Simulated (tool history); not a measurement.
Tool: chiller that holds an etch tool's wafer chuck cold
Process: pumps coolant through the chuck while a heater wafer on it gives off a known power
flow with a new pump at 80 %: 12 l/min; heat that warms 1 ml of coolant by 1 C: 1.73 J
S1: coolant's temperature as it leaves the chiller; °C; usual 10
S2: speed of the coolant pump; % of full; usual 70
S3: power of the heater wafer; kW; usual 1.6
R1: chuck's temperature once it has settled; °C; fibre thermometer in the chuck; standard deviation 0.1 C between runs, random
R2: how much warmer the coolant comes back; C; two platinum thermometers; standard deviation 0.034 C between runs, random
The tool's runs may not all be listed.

run	day	S1	S2	S3	R1	R2
1	0	10	70	1.6	28.6	5.84
2	2.3	10	70	1.6	28.8	5.77
3	5.738	10	70	1.6	28.8	5.87
4	8.042	8	70	1.6	27	5.8
5	11.429	8	70	1.6	27	5.84
6	13.092	8	70	1.6	26.9	5.87
7	15.067	8	70	1.6	27.1	5.94
8	17.108	8	70	1.6	27	5.85
9	19.308	10	81	1.6	26.4	5
10	20.921	10	69	1.6	29.6	6.02
# day 21.379: coolant pump overhauled
11	24.183	11	70	1.6	30.6	5.93
12	27.596	10	70	1.6	29.7	6
13	30.029	10	70	1.6	29.6	6.03
# day 33.746: coolant pump overhauled, once more
14	33.746	10	70	1.6	27.7	5.32
# day 34.233: coolant changed, channels flushed
15	37.708	10	70	1.6	24.5	5.3
16	40.688	10	70	1.6	24.7	5.34
17	43.196	3	81	1.812	17.4	5.18
18	46.85	3	81	1.812	17.5	5.14
19	50.558	3	81	1.812	17.6	5.16
# day 52.85: chiller's thermometer calibrated
20	53.612	3	81	1.812	18	5.23
21	55.825	17	81	2.001	33.9	5.74
22	59.608	13	91	2.107	28.6	5.26
23	61.296	11	77	2.107	29.4	6.4
24	63.717	11	77	2.107	29.6	6.44
25	66.533	10	83	1.352	20.9	3.75
26	69.662	13	67	0.876	21.8	3.15
27	71.546	11	67	0.876	19.9	3.17
28	74.275	15	91	0.95	22.1	2.44
29	76.888	15	91	0.95	22.3	2.41
30	78.496	15	91	0.95	22	2.36
31	81.912	10	62	0.875	19.9	3.53

Some steps in R1 between neighbouring runs. How much of each would the tool show without its hidden state too (settings, what came in, random variation), and how much is left for the hidden state, with any gauge scatter that isn't in both results?
The hidden state here: heat passed by the chuck's channels, % of clean ones'; flow at a given pump speed, % of a new pump's; coolant's true temperature over the reading, C; drift of the gauge itself on chuck_c, C; drift of the gauge itself on warmer_back_c, C.
Run 9 -> 10: S2 81 -> 69. R1 +3.2 °C: hidden state +0.8, all else +2.4.
Run 13 -> 14: coolant pump overhauled, once more. R1 -1.9 °C: hidden state -1.8, all else -0.1.
Run 14 -> 15: coolant changed, channels flushed. R1 -3.2 °C: hidden state -3.1, all else -0.1.
Run 16 -> 17: S1 10 -> 3, S2 70 -> 81, S3 1.6 -> 1.812. R1 -7.3 °C: hidden state +0.2, all else -7.5.
Run 20 -> 21: S1 3 -> 17, S3 1.812 -> 2.001. R1 +15.9 °C: hidden state +0.1, all else +15.8.
Run 24 -> 25: S1 11 -> 10, S2 77 -> 83, S3 2.107 -> 1.352. R1 -8.7 °C: hidden state -0.2, all else -8.5.
